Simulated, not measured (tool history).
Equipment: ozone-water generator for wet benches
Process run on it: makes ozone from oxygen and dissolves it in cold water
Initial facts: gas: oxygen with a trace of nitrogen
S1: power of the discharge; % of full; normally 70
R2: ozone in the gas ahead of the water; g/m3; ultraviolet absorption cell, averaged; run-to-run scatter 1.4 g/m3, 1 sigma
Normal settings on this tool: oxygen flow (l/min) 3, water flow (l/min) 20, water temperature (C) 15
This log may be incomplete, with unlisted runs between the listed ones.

{"run": 1, "hour": 0.0, "S1": 70, "oxygen flow (l/min)": 3, "water flow (l/min)": 20, "water temperature (C)": 15, "dissolved ozone (ppm)": 20.9, "R2": 271.4}
{"run": 2, "hour": 96.6, "S1": 70, "oxygen flow (l/min)": 3, "water flow (l/min)": 21, "water temperature (C)": 15, "dissolved ozone (ppm)": 20, "R2": 269.4}
{"run": 3, "hour": 218.8, "S1": 70, "oxygen flow (l/min)": 1.52, "water flow (l/min)": 21, "water temperature (C)": 15, "dissolved ozone (ppm)": 15.5, "R2": 343.6}
{"run": 4, "hour": 290.3, "S1": 70, "oxygen flow (l/min)": 3, "water flow (l/min)": 20, "water temperature (C)": 15, "dissolved ozone (ppm)": 21.1, "R2": 267}
{"run": 5, "hour": 431.2, "S1": 70, "oxygen flow (l/min)": 3, "water flow (l/min)": 20, "water temperature (C)": 15, "dissolved ozone (ppm)": 21.2, "R2": 269}
{"run": 6, "hour": 558.3, "S1": 70, "oxygen flow (l/min)": 4.68, "water flow (l/min)": 20, "water temperature (C)": 15, "dissolved ozone (ppm)": 24.3, "R2": 228.3}
{"run": 7, "hour": 647.3, "S1": 43, "oxygen flow (l/min)": 3, "water flow (l/min)": 20, "water temperature (C)": 15, "dissolved ozone (ppm)": 14.3, "R2": 178.6}
{"run": 8, "hour": 740.2, "S1": 43, "oxygen flow (l/min)": 3, "water flow (l/min)": 20, "water temperature (C)": 15, "dissolved ozone (ppm)": 14.4, "R2": 179.3}
{"run": 9, "hour": 845.5, "S1": 43, "oxygen flow (l/min)": 3, "water flow (l/min)": 20, "water temperature (C)": 15, "dissolved ozone (ppm)": 14, "R2": 178.8}
{"run": 10, "hour": 911.5, "S1": 70, "oxygen flow (l/min)": 3, "water flow (l/min)": 20, "water temperature (C)": 19, "dissolved ozone (ppm)": 20, "R2": 265.8}
{"run": 11, "hour": 984.7, "S1": 70, "oxygen flow (l/min)": 3, "water flow (l/min)": 20, "water temperature (C)": 19, "dissolved ozone (ppm)": 20.3, "R2": 265.6}
{"run": 12, "hour": 1056.4, "S1": 70, "oxygen flow (l/min)": 3, "water flow (l/min)": 20, "water temperature (C)": 19, "dissolved ozone (ppm)": 20.3, "R2": 265.9}
{"run": 13, "hour": 1170.7, "S1": 70, "oxygen flow (l/min)": 4.38, "water flow (l/min)": 20, "water temperature (C)": 15, "dissolved ozone (ppm)": 23.2, "R2": 230}
{"run": 14, "hour": 1307.4, "S1": 70, "oxygen flow (l/min)": 4.38, "water flow (l/min)": 20, "water temperature (C)": 15, "dissolved ozone (ppm)": 23.7, "R2": 228.6}
{"hour": 1367.8, "done": "water thermometer calibrated"}
{"run": 15, "hour": 1381.8, "S1": 70, "oxygen flow (l/min)": 3, "water flow (l/min)": 25, "water temperature (C)": 15, "dissolved ozone (ppm)": 16.8, "R2": 264.4}
{"run": 16, "hour": 1501.7, "S1": 70, "oxygen flow (l/min)": 3, "water flow (l/min)": 25, "water temperature (C)": 15, "dissolved ozone (ppm)": 16.7, "R2": 263.4}
{"run": 17, "hour": 1646.2, "S1": 70, "oxygen flow (l/min)": 3, "water flow (l/min)": 14, "water temperature (C)": 15, "dissolved ozone (ppm)": 29.8, "R2": 264.3}
{"run": 18, "hour": 1738.3, "S1": 70, "oxygen flow (l/min)": 1.82, "water flow (l/min)": 25, "water temperature (C)": 15, "dissolved ozone (ppm)": 13.6, "R2": 320.1}
{"run": 19, "hour": 1819.4, "S1": 70, "oxygen flow (l/min)": 2.05, "water flow (l/min)": 32, "water temperature (C)": 8, "dissolved ozone (ppm)": 10.9, "R2": 301.5}
{"hour": 1890.9, "done": "gauge calibrated"}
{"run": 20, "hour": 1964.8, "S1": 70, "oxygen flow (l/min)": 3, "water flow (l/min)": 20, "water temperature (C)": 10, "dissolved ozone (ppm)": 22.2, "R2": 269.4}
{"run": 21, "hour": 2116.3, "S1": 70, "oxygen flow (l/min)": 3.88, "water flow (l/min)": 20, "water temperature (C)": 15, "dissolved ozone (ppm)": 23, "R2": 243.5}
{"run": 22, "hour": 2207.2, "S1": 70, "oxygen flow (l/min)": 1.51, "water flow (l/min)": 20, "water temperature (C)": 23, "dissolved ozone (ppm)": 15.4, "R2": 347.8}
{"run": 23, "hour": 2352.0, "S1": 70, "oxygen flow (l/min)": 3, "water flow (l/min)": 20, "water temperature (C)": 15, "dissolved ozone (ppm)": 21, "R2": 269.1}
{"run": 24, "hour": 2470.0, "S1": 70, "oxygen flow (l/min)": 3, "water flow (l/min)": 20, "water temperature (C)": 15, "dissolved ozone (ppm)": 21.2, "R2": 268.6}
{"run": 25, "hour": 2613.8, "S1": 70, "oxygen flow (l/min)": 3, "water flow (l/min)": 20, "water temperature (C)": 15, "dissolved ozone (ppm)": 20.9, "R2": 266.4}
{"run": 26, "hour": 2685.3, "S1": 70, "oxygen flow (l/min)": 3, "water flow (l/min)": 20, "water temperature (C)": 8, "dissolved ozone (ppm)": 22.4, "R2": 265.4}
{"run": 27, "hour": 2816.3, "S1": 70, "oxygen flow (l/min)": 3, "water flow (l/min)": 20, "water temperature (C)": 8, "dissolved ozone (ppm)": 22.3, "R2": 267}
{"run": 28, "hour": 2918.3, "S1": 48, "oxygen flow (l/min)": 2.24, "water flow (l/min)": 16, "water temperature (C)": 22, "dissolved ozone (ppm)": 16.4, "R2": 217.5}
{"run": 29, "hour": 3066.2, "S1": 70, "oxygen flow (l/min)": 3, "water flow (l/min)": 17, "water temperature (C)": 12, "dissolved ozone (ppm)": 25.6, "R2": 265.3}
{"run": 30, "hour": 3152.1, "S1": 95, "oxygen flow (l/min)": 3, "water flow (l/min)": 24, "water temperature (C)": 15, "dissolved ozone (ppm)": 22.5, "R2": 336.9}
{"run": 31, "hour": 3276.8, "S1": 70, "oxygen flow (l/min)": 2.06, "water flow (l/min)": 20, "water temperature (C)": 9, "dissolved ozone (ppm)": 18.9, "R2": 304.7}
{"run": 32, "hour": 3358.7, "S1": 87, "oxygen flow (l/min)": 2.7, "water flow (l/min)": 20, "water temperature (C)": 15, "dissolved ozone (ppm)": 24.5, "R2": 326.3}
{"run": 33, "hour": 3438.1, "S1": 70, "oxygen flow (l/min)": 3, "water flow (l/min)": 18, "water temperature (C)": 15, "dissolved ozone (ppm)": 23.3, "R2": 261.5}

Each row is a separate what-if for the run after 33, all from the same tool condition, not one after another. Results?
{"run": "A", "hour": 3558.2, "S1": 70, "oxygen flow (l/min)": 2.03, "water flow (l/min)": 14, "water temperature (C)": 15, "dissolved ozone (ppm)": "?", "R2": "?"}
{"run": "B", "hour": 3558.2, "S1": 70, "oxygen flow (l/min)": 5.13, "water flow (l/min)": 15, "water temperature (C)": 12, "dissolved ozone (ppm)": "?", "R2": "?"}
{"run": "C", "hour": 3558.2, "S1": 70, "oxygen flow (l/min)": 3, "water flow (l/min)": 21, "water temperature (C)": 15, "dissolved ozone (ppm)": "?", "R2": "?"}
{"run": "D", "hour": 3558.2, "S1": 72, "oxygen flow (l/min)": 5.28, "water flow (l/min)": 20, "water temperature (C)": 15, "dissolved ozone (ppm)": "?", "R2": "?"}

run=A dissolved_ozone_(ppm)=26.3 R2=306.6
run=B dissolved_ozone_(ppm)=32.2 R2=214.1
run=C dissolved_ozone_(ppm)=20.2 R2=262.7
run=D dissolved_ozone_(ppm)=25.1 R2=218.2
Had the tool no hidden state, the same runs would have come out as:
run=A dissolved_ozone_(ppm)=26.3 R2=314.6
run=B dissolved_ozone_(ppm)=32.3 R2=219.7
run=C dissolved_ozone_(ppm)=20.2 R2=269.6
run=D dissolved_ozone_(ppm)=25.1 R2=223.9
